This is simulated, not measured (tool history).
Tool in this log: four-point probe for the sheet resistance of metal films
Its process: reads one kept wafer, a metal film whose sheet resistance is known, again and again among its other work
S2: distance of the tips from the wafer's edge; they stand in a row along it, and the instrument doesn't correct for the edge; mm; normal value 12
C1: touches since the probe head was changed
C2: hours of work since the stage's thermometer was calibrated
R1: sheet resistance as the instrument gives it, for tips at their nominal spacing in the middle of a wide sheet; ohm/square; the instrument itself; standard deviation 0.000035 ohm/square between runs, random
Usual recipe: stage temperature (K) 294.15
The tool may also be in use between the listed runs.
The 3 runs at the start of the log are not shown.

run 4 hour=330.3 | stage_temperature_(K)=294.15 S2=12 | C1=34294 C2=786 | R1=0.17636
run 5 hour=394 | stage_temperature_(K)=294.15 S2=12 | C1=35009 C2=815 | R1=0.176464
run 6 hour=451.3 | stage_temperature_(K)=299.15 S2=12 | C1=35650 C2=842 | R1=0.175331
run 7 hour=530.9 | stage_temperature_(K)=299.15 S2=12 | C1=36543 C2=878 | R1=0.175308
run 8 hour=611 | stage_temperature_(K)=295.15 S2=12 | C1=37440 C2=915 | R1=0.176252
run 9 hour=696.2 | stage_temperature_(K)=292.15 S2=12 | C1=38396 C2=955 | R1=0.176921
run 10 hour=813.5 | stage_temperature_(K)=292.15 S2=12 | C1=39710 C2=1009 | R1=0.176875
run 11 hour=933.6 | stage_temperature_(K)=292.15 S2=12 | C1=41057 C2=1064 | R1=0.176874
run 12 hour=1016.1 | stage_temperature_(K)=294.15 S2=12 | C1=41981 C2=1102 | R1=0.176382
run 13 hour=1151.2 | stage_temperature_(K)=294.15 S2=12 | C1=43496 C2=1164 | R1=0.176449
run 14 hour=1254.7 | stage_temperature_(K)=294.15 S2=12 | C1=44655 C2=1212 | R1=0.176415
run 15 hour=1332.7 | stage_temperature_(K)=294.15 S2=12 | C1=45530 C2=1248 | R1=0.176386
run 16 hour=1393.4 | stage_temperature_(K)=294.15 S2=12 | C1=46210 C2=1276 | R1=0.176363
run 17 hour=1527.5 | stage_temperature_(K)=294.15 S2=12 | C1=47713 C2=1338 | R1=0.176434
run 18 hour=1599 | stage_temperature_(K)=294.15 S2=12 | C1=48515 C2=1371 | R1=0.176442
run 19 hour=1666.5 | stage_temperature_(K)=294.15 S2=55 | C1=49271 C2=1402 | R1=0.176141
run 20 hour=1776.9 | stage_temperature_(K)=294.15 S2=55 | C1=50509 C2=1453 | R1=0.176162
run 21 hour=1912.3 | stage_temperature_(K)=304.15 S2=12 | C1=52027 C2=1515 | R1=0.174235
run 22 hour=2033.3 | stage_temperature_(K)=304.15 S2=12 | C1=53383 C2=1571 | R1=0.174246
run 23 hour=2093.3 | stage_temperature_(K)=304.15 S2=12 | C1=54056 C2=1599 | R1=0.174241
run 24 hour=2175.7 | stage_temperature_(K)=304.15 S2=12 | C1=54979 C2=1637 | R1=0.174257
run 25 hour=2260.7 | stage_temperature_(K)=294.15 S2=65 | C1=55932 C2=1676 | R1=0.176165
run 26 hour=2316.7 | stage_temperature_(K)=307.15 S2=4 | C1=56560 C2=1702 | R1=0.175609

For run 27, what comes out?
run 27 hour=2399 | stage_temperature_(K)=307.15 S2=4 | C1=57483 C2=1740 | R1=?

Run 27 came out at R1 0.175717 ohm/square.
Take away the tool's hidden state, keep the run-to-run variation as it was, and the same run would have given R1 0.175719 ohm/square.
